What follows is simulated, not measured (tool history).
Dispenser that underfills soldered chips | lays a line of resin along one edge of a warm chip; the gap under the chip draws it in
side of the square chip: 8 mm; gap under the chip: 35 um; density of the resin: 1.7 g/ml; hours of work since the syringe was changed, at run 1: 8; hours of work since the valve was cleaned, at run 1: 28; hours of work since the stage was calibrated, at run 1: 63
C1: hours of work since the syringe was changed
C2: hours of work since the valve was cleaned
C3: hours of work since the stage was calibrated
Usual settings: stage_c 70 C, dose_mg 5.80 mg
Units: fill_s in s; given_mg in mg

{"run": 1, "hour": 0.0, "stage_c": 70, "dose_mg": 5.8, "C1": 8, "C2": 28, "C3": 63, "fill_s": 226.6, "given_mg": 5.6}
{"hour": 2.2, "done": "new syringe of resin"}
{"run": 2, "hour": 5.5, "stage_c": 70, "dose_mg": 7.4, "C1": 2, "C2": 31, "C3": 67, "fill_s": 145.3, "given_mg": 7.15}
{"run": 3, "hour": 8.5, "stage_c": 70, "dose_mg": 7.4, "C1": 4, "C2": 33, "C3": 68, "fill_s": 166.3, "given_mg": 7.13}
{"run": 4, "hour": 12.2, "stage_c": 70, "dose_mg": 7.4, "C1": 6, "C2": 35, "C3": 71, "fill_s": 192.8, "given_mg": 7.08}
{"hour": 17.1, "done": "new syringe of resin"}
{"run": 5, "hour": 17.6, "stage_c": 70, "dose_mg": 7.4, "C1": 0, "C2": 38, "C3": 74, "fill_s": 133.8, "given_mg": 7.1}
{"run": 6, "hour": 21.2, "stage_c": 70, "dose_mg": 7.4, "C1": 3, "C2": 40, "C3": 76, "fill_s": 156.5, "given_mg": 7.1}
{"run": 7, "hour": 26.1, "stage_c": 70, "dose_mg": 7.4, "C1": 6, "C2": 44, "C3": 79, "fill_s": 190.4, "given_mg": 7.12}
{"run": 8, "hour": 30.0, "stage_c": 65, "dose_mg": 7.4, "C1": 8, "C2": 46, "C3": 81, "fill_s": 255.1, "given_mg": 7.06}
{"hour": 32.0, "done": "new syringe of resin"}
{"run": 9, "hour": 33.2, "stage_c": 62, "dose_mg": 7.4, "C1": 1, "C2": 48, "C3": 83, "fill_s": 177.4, "given_mg": 7.03}
{"run": 10, "hour": 37.8, "stage_c": 60, "dose_mg": 5.8, "C1": 4, "C2": 50, "C3": 86, "fill_s": 233.8, "given_mg": 5.49}
{"run": 11, "hour": 41.9, "stage_c": 70, "dose_mg": 6.47, "C1": 6, "C2": 53, "C3": 89, "fill_s": 198.7, "given_mg": 6.12}
{"run": 12, "hour": 46.0, "stage_c": 68, "dose_mg": 5.8, "C1": 9, "C2": 56, "C3": 91, "fill_s": 248.5, "given_mg": 5.51}
{"hour": 46.9, "done": "new syringe of resin"}
{"run": 13, "hour": 51.1, "stage_c": 70, "dose_mg": 5.75, "C1": 3, "C2": 58, "C3": 94, "fill_s": 161.0, "given_mg": 5.42}
{"run": 14, "hour": 53.4, "stage_c": 70, "dose_mg": 5.83, "C1": 4, "C2": 60, "C3": 96, "fill_s": 174.4, "given_mg": 5.51}

Run 15 comes next. What will it give?
{"run": 15, "hour": 58.5, "stage_c": 70, "dose_mg": 5.52, "C1": 7, "C2": 63, "C3": 99, "fill_s": "?", "given_mg": "?"}

Run 15 gave fill_s 218.5 s, given_mg 5.16 mg.
Without the tool's hidden state the same run would have given fill_s 133.2 s, given_mg 5.50 mg.
